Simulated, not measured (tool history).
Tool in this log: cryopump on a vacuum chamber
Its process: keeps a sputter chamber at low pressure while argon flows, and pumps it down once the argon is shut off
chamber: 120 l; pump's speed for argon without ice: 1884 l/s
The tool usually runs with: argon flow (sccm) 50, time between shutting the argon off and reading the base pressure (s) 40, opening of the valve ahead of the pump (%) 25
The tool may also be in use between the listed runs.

run,hour,argon flow (sccm),time between shutting the argon off and reading the base pressure (s),opening of the valve ahead of the pump (%),pressure while argon flows (Pa),pressure after the wait (uPa)
1,0,50,40,25,0.1878,1.68
2,44.2,50,40,39,0.1239,1.75
3,93.9,50,40,25,0.1887,1.75
# hour 108.7: pump warmed up, emptied and cooled again
4,184.4,29,40,25,0.1045,1.59
5,260.6,29,40,25,0.1042,1.58
6,343.6,29,40,25,0.1059,1.6
7,416,50,40,25,0.1811,1.63
8,471.8,50,40,41,0.1118,1.63
9,520.9,50,40,41,0.1132,1.71
10,583,50,40,25,0.1837,1.71
11,643.3,50,40,25,0.1831,1.71
12,714.6,50,40,25,0.184,1.7
13,793.4,50,40,25,0.1847,1.77
14,862.5,74,40,25,0.2746,1.76
15,918.9,51,40,25,0.1895,1.78
16,993.5,51,40,25,0.1881,1.8
17,1048.4,51,40,25,0.1889,1.8
18,1119.2,51,40,25,0.1905,1.84
19,1203.4,86,128,25,0.3234,1.45
20,1240.9,86,128,25,0.3229,1.42
21,1320.4,25,51,25,0.094,1.77
# hour 1342.6: pump warmed up, emptied and cooled again
22,1408.3,50,196,25,0.1799,1.21
# hour 1432.2: leaking fittings of the chamber tightened, without venting
23,1477.3,20,40,25,0.0723,0.84
24,1544.8,20,40,25,0.0733,0.87
25,1624.4,65,281,43,0.1386,0.29
26,1706.1,65,140,27,0.2195,0.39
27,1779.9,65,140,27,0.2221,0.44
28,1859.8,65,140,27,0.2223,0.44
29,1928.8,65,140,27,0.2239,0.45
30,1981.2,50,40,15,0.3055,0.9
31,2043,38,53,21,0.1671,0.81
32,2097.4,50,40,20,0.2292,1
33,2159.2,38,41,18,0.1941,0.99

Below, each run's measurement less what the same run would have read without the hidden state. Both values contain the same run-to-run variation, but the gauge's scatter may not be the same in both:
What the log doesn't record here: pump's speed, % of a pump's without ice; cold plate's temperature, K; leak into the chamber, uPa l/s; drift of the gauge itself on working_pa, %; drift of the gauge itself on base_upa, %.
run,pressure while argon flows (Pa),pressure after the wait (uPa)
1,+0.0089,+0.84
2,+0.0093,+0.88
3,+0.0097,+0.88
4,+0.0006,+0.72
5,+0.0009,+0.74
6,+0.0012,+0.77
7,+0.0024,+0.78
8,+0.0028,+0.79
9,+0.0031,+0.83
10,+0.0036,+0.84
11,+0.004,+0.85
12,+0.0045,+0.86
13,+0.0051,+0.91
14,+0.0084,+0.92
15,+0.0063,+0.92
16,+0.0067,+0.96
17,+0.0072,+0.97
18,+0.0079,+1
19,+0.0145,+1.03
20,+0.015,+1.07
21,+0.0047,+1.09
22,+0.0012,+0.91
23,+0.0006,+0.01
24,+0.0008,+0.03
25,+0.0033,+0.04
26,+0.004,+0.06
27,+0.0047,+0.08
28,+0.0055,+0.09
29,+0.0062,+0.1
30,+0.0052,+0.11
31,+0.0043,+0.13
32,+0.0061,+0.14
33,+0.0049,+0.16
